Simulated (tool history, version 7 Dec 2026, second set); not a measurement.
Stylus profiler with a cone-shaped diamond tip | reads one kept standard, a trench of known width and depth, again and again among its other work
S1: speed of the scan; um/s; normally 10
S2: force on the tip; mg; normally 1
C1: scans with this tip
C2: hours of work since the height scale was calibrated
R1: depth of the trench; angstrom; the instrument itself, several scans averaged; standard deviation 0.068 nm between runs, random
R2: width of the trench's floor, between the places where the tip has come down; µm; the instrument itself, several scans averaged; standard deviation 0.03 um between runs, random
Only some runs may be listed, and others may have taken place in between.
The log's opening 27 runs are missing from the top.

run 28 day=70.571 | S1=3 S2=2.09 | C1=10562 C2=465 | R1=5077.9 R2=44.13
run 29 day=74.25 | S1=26 S2=2.09 | C1=10963 C2=529 | R1=5078.3 R2=43.97
run 30 day=76.188 | S1=11 S2=1.1 | C1=11175 C2=562 | R1=5053.2 R2=44.03
run 31 day=79.838 | S1=5 S2=0.54 | C1=11573 C2=626 | R1=5036.8 R2=44.01
run 32 day=82 | S1=5 S2=0.54 | C1=11809 C2=663 | R1=5037.9 R2=43.97
run 33 day=85.396 | S1=6 S2=0.47 | C1=12180 C2=722 | R1=5032.6 R2=43.92
run 34 day=87.875 | S1=24 S2=2.31 | C1=12450 C2=765 | R1=5084.5 R2=43.82
run 35 day=89.812 | S1=24 S2=2.31 | C1=12662 C2=799 | R1=5086.3 R2=43.78
run 36 day=92.154 | S1=24 S2=2.31 | C1=12918 C2=839 | R1=5086.5 R2=43.77
run 37 day=95.583 | S1=10 S2=1.25 | C1=13292 C2=899 | R1=5061 R2=43.75
run 38 day=99.425 | S1=10 S2=1.38 | C1=13711 C2=965 | R1=5065.2 R2=43.73
run 39 day=101.904 | S1=10 S2=1.38 | C1=13982 C2=1008 | R1=5065 R2=43.72
run 40 day=105.654 | S1=10 S2=1.68 | C1=14391 C2=1073 | R1=5074.6 R2=43.65
run 41 day=108.488 | S1=11 S2=0.67 | C1=14700 C2=1123 | R1=5045.2 R2=43.6
run 42 day=110.146 | S1=14 S2=0.81 | C1=14881 C2=1151 | R1=5050.3 R2=43.6
run 43 day=112.688 | S1=14 S2=0.81 | C1=15159 C2=1195 | R1=5051.1 R2=43.55
run 44 day=116.183 | S1=14 S2=0.81 | C1=15540 C2=1256 | R1=5050.7 R2=43.49
run 45 day=118.971 | S1=26 S2=1.8 | C1=15844 C2=1304 | R1=5077.6 R2=43.49

Consider 5 possible next runs. They are alternatives, not a sequence: every one starts from the tool as it was left by run 45. What does each give?
run A day=121.067 | S1=16 S2=2.67 | C1=16073 C2=1341 | R1=? R2=?
run B day=121.067 | S1=8 S2=0.56 | C1=16073 C2=1341 | R1=? R2=?
run C day=121.067 | S1=26 S2=2.24 | C1=16073 C2=1341 | R1=? R2=?
run D day=121.067 | S1=10 S2=0.77 | C1=16073 C2=1341 | R1=? R2=?
run E day=121.067 | S1=13 S2=1.8 | C1=16073 C2=1341 | R1=? R2=?

run=A R1=5098.4 R2=43.48
run=B R1=5044.1 R2=43.46
run=C R1=5088.9 R2=43.4
run=D R1=5051.2 R2=43.47
run=E R1=5078.9 R2=43.44
What these runs would have given with no unlogged condition in the tool:
run=A R1=5085 R2=45.59
run=B R1=5030.8 R2=45.57
run=C R1=5075.5 R2=45.52
run=D R1=5037.9 R2=45.58
run=E R1=5065.5 R2=45.55

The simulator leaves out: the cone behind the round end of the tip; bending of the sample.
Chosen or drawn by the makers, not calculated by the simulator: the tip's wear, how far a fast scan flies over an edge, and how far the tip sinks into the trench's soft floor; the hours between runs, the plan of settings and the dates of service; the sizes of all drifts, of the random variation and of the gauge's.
